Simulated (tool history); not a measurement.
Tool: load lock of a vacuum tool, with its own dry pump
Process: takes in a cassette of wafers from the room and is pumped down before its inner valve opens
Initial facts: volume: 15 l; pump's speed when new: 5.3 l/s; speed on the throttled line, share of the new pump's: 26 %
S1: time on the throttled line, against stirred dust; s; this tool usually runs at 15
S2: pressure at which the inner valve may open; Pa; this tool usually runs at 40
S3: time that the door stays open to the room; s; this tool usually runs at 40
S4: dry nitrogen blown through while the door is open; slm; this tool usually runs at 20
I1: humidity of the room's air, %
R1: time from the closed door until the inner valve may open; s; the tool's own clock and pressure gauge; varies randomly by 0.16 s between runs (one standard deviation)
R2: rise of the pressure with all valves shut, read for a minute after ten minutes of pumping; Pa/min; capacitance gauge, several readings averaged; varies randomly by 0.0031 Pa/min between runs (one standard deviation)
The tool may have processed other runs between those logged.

| run | day | S1 | S2 | S3 | S4 | I1 | R1 | R2 |
|---|---|---|---|---|---|---|---|---|
| 1 | 0 | 15 | 40 | 40 | 20 | 46.9 | 35.3 | 0.061 |
| 2 | 8.462 | 15 | 29 | 40 | 20 | 44.8 | 36.1 | 0.064 |
| 3 | 19.171 | 15 | 29 | 40 | 20 | 43.4 | 35.7 | 0.06 |
| 4 | 26.783 | 15 | 29 | 40 | 20 | 44.8 | 36 | 0.066 |
| 5 | 32.421 | 26 | 40 | 40 | 20 | 44.6 | 43 | 0.067 |
| 6 | 40.896 | 8 | 40 | 40 | 20 | 44.5 | 30 | 0.069 |
| 7 | 52.183 | 8 | 40 | 40 | 20 | 42.7 | 30.1 | 0.063 |
| 8 | 59.888 | 8 | 40 | 40 | 20 | 46.4 | 30 | 0.08 |
| 9 | 71.975 | 15 | 40 | 40 | 25 | 46.9 | 35 | 0.067 |
| 10 | 85.171 | 15 | 44 | 40 | 20 | 47.2 | 34.7 | 0.07 |
| 11 | 93.729 | 15 | 51 | 40 | 31 | 46.7 | 34.5 | 0.064 |
| 12 | 104.808 | 15 | 40 | 40 | 22 | 47.9 | 35 | 0.072 |
| 13 | 111.288 | 15 | 40 | 148 | 9 | 49 | 35.4 | 0.174 |
| 14 | 121.854 | 15 | 40 | 148 | 9 | 44.1 | 35.5 | 0.16 |
| 15 | 132.929 | 15 | 54 | 35 | 20 | 43.2 | 34.3 | 0.064 |
| 16 | 139.558 | 15 | 54 | 35 | 20 | 44.9 | 34.3 | 0.068 |
| 17 | 148.292 | 15 | 53 | 28 | 10 | 49.1 | 34.9 | 0.078 |
|  | 160.675 | dry pump taken out, an overhauled one fitted |
| 18 | 161.654 | 20 | 48 | 40 | 20 | 48.7 | 36.5 | 0.081 |
| 19 | 169.146 | 20 | 57 | 40 | 4 | 45.3 | 35.8 | 0.102 |
| 20 | 180.208 | 15 | 43 | 143 | 5 | 44.2 | 33.1 | 0.182 |

3 ways to go on from here, each from the tool as it stands after run 20. What would each give?
| A | 187.817 | 15 | 45 | 156 | 20 | 47.4 | ? | ? |
| B | 187.817 | 11 | 40 | 40 | 20 | 48.6 | ? | ? |
| C | 187.817 | 17 | 59 | 143 | 5 | 45.9 | ? | ? |

| run | R1 | R2 |
|---|---|---|
| A | 32.8 | 0.147 |
| B | 30.1 | 0.079 |
| C | 34 | 0.183 |
Without the tool's hidden state the same runs would have given:
| run | R1 | R2 |
|---|---|---|
| A | 32.8 | 0.13 |
| B | 30.1 | 0.062 |
| C | 34 | 0.165 |

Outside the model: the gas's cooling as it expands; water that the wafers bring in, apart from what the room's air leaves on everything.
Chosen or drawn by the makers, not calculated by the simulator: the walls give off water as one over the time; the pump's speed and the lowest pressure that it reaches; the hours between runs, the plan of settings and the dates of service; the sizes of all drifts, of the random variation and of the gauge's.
